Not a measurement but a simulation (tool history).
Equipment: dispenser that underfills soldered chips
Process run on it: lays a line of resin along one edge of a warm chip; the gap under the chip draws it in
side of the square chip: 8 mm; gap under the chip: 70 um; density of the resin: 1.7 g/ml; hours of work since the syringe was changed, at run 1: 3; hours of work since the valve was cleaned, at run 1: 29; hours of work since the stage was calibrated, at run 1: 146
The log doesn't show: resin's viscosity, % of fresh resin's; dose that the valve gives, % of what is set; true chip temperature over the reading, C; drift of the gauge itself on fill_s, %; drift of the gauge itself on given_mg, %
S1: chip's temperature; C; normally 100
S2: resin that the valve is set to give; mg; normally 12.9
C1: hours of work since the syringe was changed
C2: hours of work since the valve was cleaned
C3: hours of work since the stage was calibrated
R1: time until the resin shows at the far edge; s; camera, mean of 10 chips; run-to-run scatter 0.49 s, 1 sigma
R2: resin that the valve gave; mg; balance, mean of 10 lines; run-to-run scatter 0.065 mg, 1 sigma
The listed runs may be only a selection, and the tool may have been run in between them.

| run | hour | S1 | S2 | C1 | C2 | C3 | R1 | R2 |
|---|---|---|---|---|---|---|---|---|
| 1 | 0 | 100 | 12.9 | 3 | 29 | 146 | 48.6 | 12.79 |
| 2 | 5 | 100 | 12.9 | 7 | 32 | 149 | 64 | 12.9 |
|  | 6.2 | new syringe of resin |
| 3 | 9.6 | 93 | 12.9 | 2 | 36 | 152 | 60.6 | 12.86 |
| 4 | 12.9 | 93 | 14.1 | 5 | 38 | 155 | 71.1 | 13.82 |
|  | 17.1 | new syringe of resin |
| 5 | 19 | 100 | 12.4 | 1 | 42 | 159 | 42.9 | 12.15 |
| 6 | 25 | 100 | 12.4 | 6 | 46 | 163 | 60.3 | 12.18 |
|  | 27.8 | new syringe of resin |
| 7 | 29.6 | 100 | 12.4 | 1 | 50 | 166 | 41.7 | 12.19 |
| 8 | 34.3 | 86 | 12.9 | 5 | 53 | 170 | 91.5 | 12.69 |
|  | 38.5 | new syringe of resin |
| 9 | 39.7 | 86 | 12.9 | 1 | 57 | 173 | 69.8 | 12.61 |
| 10 | 43.9 | 100 | 12.9 | 4 | 60 | 176 | 51.6 | 12.62 |
| 11 | 48 | 89 | 15.2 | 7 | 63 | 179 | 98.5 | 15 |
|  | 49.4 | new syringe of resin |
| 12 | 52.7 | 108 | 13.5 | 2 | 66 | 183 | 33.8 | 13.17 |
|  | 56.8 | dispensing valve cleaned and set on the balance |
| 13 | 60.4 | 113 | 14.2 | 7 | 3 | 187 | 41.2 | 14.39 |
|  | 61.2 | new syringe of resin |
| 14 | 67.2 | 113 | 14.2 | 4 | 7 | 192 | 32.7 | 14.32 |
| 15 | 70 | 111 | 13.6 | 6 | 9 | 194 | 40.8 | 13.55 |
|  | 71.8 | new syringe of resin |
| 16 | 75.3 | 111 | 13.6 | 3 | 13 | 198 | 30.7 | 13.62 |
| 17 | 81.4 | 99 | 12.9 | 7 | 17 | 202 | 67.6 | 12.87 |
|  | 82.7 | new syringe of resin |
| 18 | 86.2 | 114 | 16.8 | 3 | 21 | 205 | 27.7 | 16.83 |
| 19 | 89 | 85 | 16.7 | 5 | 23 | 207 | 94.1 | 16.78 |

Some steps in R1 between neighbouring runs. How much of each would the tool show without its hidden state too (settings, what came in, random variation), and how much is left for the hidden state, with any gauge scatter that isn't in both results?
Run 11 -> 12: S1 89 -> 108, S2 15.2 -> 13.5, new syringe of resin. R1 -64.7 s: hidden state -34.6, all else -30.1.
Run 18 -> 19: S1 114 -> 85, S2 16.8 -> 16.7. R1 +66.4 s: hidden state +21.1, all else +45.3.
